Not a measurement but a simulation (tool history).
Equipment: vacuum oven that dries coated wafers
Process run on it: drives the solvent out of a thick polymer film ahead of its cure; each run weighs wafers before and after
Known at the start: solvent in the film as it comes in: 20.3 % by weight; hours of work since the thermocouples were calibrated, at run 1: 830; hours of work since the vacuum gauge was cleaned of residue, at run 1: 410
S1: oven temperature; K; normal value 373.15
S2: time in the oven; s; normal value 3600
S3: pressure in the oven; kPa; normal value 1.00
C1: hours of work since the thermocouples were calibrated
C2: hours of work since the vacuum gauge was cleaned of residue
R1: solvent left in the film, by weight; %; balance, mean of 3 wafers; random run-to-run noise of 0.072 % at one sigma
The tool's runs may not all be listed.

run 1 day=0.000 | S1=373.15 S2=3600 S3=1.00 | C1=830 C2=410 | R1=6.14
run 2 day=0.683 | S1=373.15 S2=3600 S3=2.86 | C1=842 C2=423 | R1=7.88
run 3 day=1.112 | S1=373.15 S2=5880 S3=1.00 | C1=850 C2=431 | R1=3.66
run 4 day=1.633 | S1=373.15 S2=5880 S3=1.00 | C1=860 C2=440 | R1=3.65
run 5 day=1.988 | S1=373.15 S2=5880 S3=1.00 | C1=867 C2=447 | R1=3.64
run 6 day=2.467 | S1=373.15 S2=5880 S3=2.09 | C1=876 C2=456 | R1=4.79
run 7 day=3.138 | S1=373.15 S2=5880 S3=2.09 | C1=888 C2=468 | R1=4.84
run 8 day=3.621 | S1=373.15 S2=5880 S3=2.09 | C1=897 C2=477 | R1=4.69
run 9 day=4.183 | S1=373.15 S2=5880 S3=2.09 | C1=908 C2=488 | R1=4.81
run 10 day=4.692 | S1=373.15 S2=5880 S3=2.09 | C1=917 C2=498 | R1=4.89
run 11 day=5.096 | S1=373.15 S2=5880 S3=2.09 | C1=925 C2=505 | R1=4.84
run 12 day=5.462 | S1=373.15 S2=5880 S3=2.09 | C1=932 C2=512 | R1=4.82
run 13 day=5.850 | S1=373.15 S2=5880 S3=2.09 | C1=939 C2=519 | R1=4.86
run 14 day=6.221 | S1=373.15 S2=5880 S3=2.09 | C1=946 C2=526 | R1=4.88
run 15 day=6.829 | S1=373.15 S2=5880 S3=2.09 | C1=957 C2=538 | R1=4.89
run 16 day=7.412 | S1=373.15 S2=3600 S3=1.00 | C1=968 C2=548 | R1=6.30
run 17 day=7.971 | S1=373.15 S2=3600 S3=1.00 | C1=979 C2=559 | R1=6.16
run 18 day=8.783 | S1=373.15 S2=3600 S3=1.00 | C1=994 C2=574 | R1=6.28
run 19 day=9.512 | S1=373.15 S2=3600 S3=1.00 | C1=1008 C2=588 | R1=6.38
run 20 day=10.225 | S1=373.15 S2=3600 S3=1.00 | C1=1021 C2=601 | R1=6.33
run 21 day=11.046 | S1=373.15 S2=3600 S3=1.00 | C1=1036 C2=616 | R1=6.34
run 22 day=11.450 | S1=373.15 S2=3600 S3=1.00 | C1=1044 C2=624 | R1=6.52
-- day=11.925 oven's thermocouples calibrated
run 23 day=11.988 | S1=373.15 S2=3600 S3=1.39 | C1=1 C2=632 | R1=6.88
run 24 day=12.525 | S1=369.15 S2=1860 S3=1.39 | C1=11 C2=642 | R1=11.73
run 25 day=13.100 | S1=380.15 S2=3420 S3=1.49 | C1=22 C2=653 | R1=4.40
run 26 day=13.817 | S1=367.15 S2=4980 S3=1.32 | C1=35 C2=667 | R1=7.68
-- day=14.288 oven's thermocouples calibrated, once more
run 27 day=14.383 | S1=367.15 S2=4980 S3=1.32 | C1=2 C2=676 | R1=6.59
run 28 day=15.154 | S1=367.15 S2=4980 S3=1.32 | C1=16 C2=690 | R1=6.67
run 29 day=15.792 | S1=367.15 S2=4980 S3=1.32 | C1=28 C2=702 | R1=6.69
run 30 day=16.458 | S1=367.15 S2=4980 S3=1.32 | C1=41 C2=715 | R1=6.43
run 31 day=17.100 | S1=367.15 S2=4980 S3=1.32 | C1=53 C2=727 | R1=6.65
run 32 day=17.900 | S1=364.15 S2=2160 S3=1.17 | C1=68 C2=742 | R1=11.95
run 33 day=18.533 | S1=364.15 S2=2160 S3=0.67 | C1=79 C2=753 | R1=11.57
run 34 day=19.125 | S1=383.15 S2=1860 S3=1.21 | C1=90 C2=764 | R1=5.27
run 35 day=19.562 | S1=377.15 S2=3600 S3=0.63 | C1=99 C2=773 | R1=3.72
run 36 day=20.104 | S1=377.15 S2=3600 S3=0.63 | C1=109 C2=783 | R1=3.74
run 37 day=20.571 | S1=377.15 S2=3600 S3=0.63 | C1=118 C2=792 | R1=3.72
run 38 day=20.992 | S1=373.15 S2=6180 S3=1.25 | C1=125 C2=799 | R1=3.41
run 39 day=21.775 | S1=373.15 S2=6180 S3=1.25 | C1=140 C2=814 | R1=3.37
run 40 day=22.183 | S1=387.15 S2=5280 S3=1.25 | C1=148 C2=822 | R1=1.17
run 41 day=22.842 | S1=374.15 S2=3600 S3=1.00 | C1=160 C2=834 | R1=5.20
run 42 day=23.383 | S1=374.15 S2=4020 S3=1.63 | C1=170 C2=844 | R1=5.13
run 43 day=23.800 | S1=373.15 S2=3600 S3=2.72 | C1=178 C2=852 | R1=7.18
run 44 day=24.458 | S1=381.15 S2=3600 S3=1.32 | C1=190 C2=864 | R1=3.05
run 45 day=25.033 | S1=367.15 S2=3600 S3=0.65 | C1=201 C2=875 | R1=7.98

Predict the results of run 46:
run 46 day=25.588 | S1=367.15 S2=3600 S3=0.65 | C1=211 C2=885 | R1=?

{"run 46": {"R1": 7.98}}
Without the tool's hidden state the same run would have given R1 7.43 %.

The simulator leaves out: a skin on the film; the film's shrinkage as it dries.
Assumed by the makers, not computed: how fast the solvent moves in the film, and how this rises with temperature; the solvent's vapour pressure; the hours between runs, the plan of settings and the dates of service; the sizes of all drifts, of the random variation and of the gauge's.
